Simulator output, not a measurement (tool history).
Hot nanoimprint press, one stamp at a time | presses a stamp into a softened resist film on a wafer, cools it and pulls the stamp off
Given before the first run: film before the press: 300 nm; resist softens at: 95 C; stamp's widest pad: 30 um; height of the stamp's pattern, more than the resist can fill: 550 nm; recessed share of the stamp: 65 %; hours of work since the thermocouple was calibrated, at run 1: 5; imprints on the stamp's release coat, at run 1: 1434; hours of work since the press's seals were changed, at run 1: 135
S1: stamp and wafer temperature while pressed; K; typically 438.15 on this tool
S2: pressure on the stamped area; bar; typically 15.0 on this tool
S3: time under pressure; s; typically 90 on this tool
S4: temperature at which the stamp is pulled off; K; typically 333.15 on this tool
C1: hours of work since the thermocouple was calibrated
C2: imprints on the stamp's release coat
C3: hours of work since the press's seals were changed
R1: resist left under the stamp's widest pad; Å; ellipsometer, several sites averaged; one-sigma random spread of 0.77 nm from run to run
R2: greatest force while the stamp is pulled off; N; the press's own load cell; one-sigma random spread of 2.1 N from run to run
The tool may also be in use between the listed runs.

run   hour      S1    S2   S3      S4   C1    C2   C3    R1   R2
  1    0.0  438.15  15.0   90  333.15    5  1434  135  1407   94
  2    6.0  438.15  15.0   90  333.15    8  1450  139  1415   94
  3   14.6  438.15  15.0   90  333.15   14  1472  144  1394   93
  4   24.8  438.15  15.0   90  333.15   20  1499  150  1409   92
  5   35.1  438.15  15.0   90  333.15   26  1525  157  1414   93
  6   43.0  438.15  15.0  140  333.15   31  1546  162  1219   95
  7   51.3  438.15  15.0  140  333.15   36  1568  167  1211   96
  8   61.6  438.15  23.7  140  333.15   43  1594  173   919   89
  9   70.9  438.15  16.6   90  333.15   49  1619  179  1319   94
 10   76.2  438.15  16.6   90  333.15   52  1632  182  1321   98
 11   84.8  438.15  16.6   90  333.15   57  1655  188  1320   93
 12   92.7  438.15  15.0   90  327.15   62  1675  193  1388  110
 13  100.0  438.15  15.0   57  330.15   67  1694  197  1601  103
 14  108.5  427.15   9.2   56  333.15   72  1717  202  2436   94
 15  115.3  427.15   9.2   56  333.15   76  1734  207  2452   92
 16  124.7  438.15  15.0   91  321.15   82  1759  212  1379  121
 17  133.8  438.15  13.0   57  338.15   87  1782  218  1727   81
 18  141.1  438.15  13.0   57  338.15   92  1801  223  1727   82
 19  148.3  447.15  15.0   82  333.15   96  1820  227  1133   95
 20  153.3  438.15  18.2   53  333.15  100  1833  230  1465   94
 21  158.6  438.15  18.2  163  330.15  103  1847  233  1024  101
 22  163.2  438.15  18.2  132  320.15  106  1859  236  1083  126

Below, each run's measurement less what the same run would have read without the hidden state. Both values contain the same run-to-run variation, but the gauge's scatter may not be the same in both:
Hidden state present: true temperature over the reading, C; pressure that arrives at the usual setting, %; grip of the stamp's worn release coat, % over a new coat's; drift of the gauge itself on residual_nm, %; drift of the gauge itself on pull_off_n, %.
run   R1
  1   +1
  2   +0
  3   -1
  4   -3
  5   -4
  6   -4
  7   -5
  8   -5
  9   -8
 10   -9
 11  -10
 12  -12
 13  -14
 14  -25
 15  -27
 16  -16
 17  -22
 18  -23
 19  -16
 20  -21
 21  -15
 22  -16
R2: within 1 N of the measured result in every run.
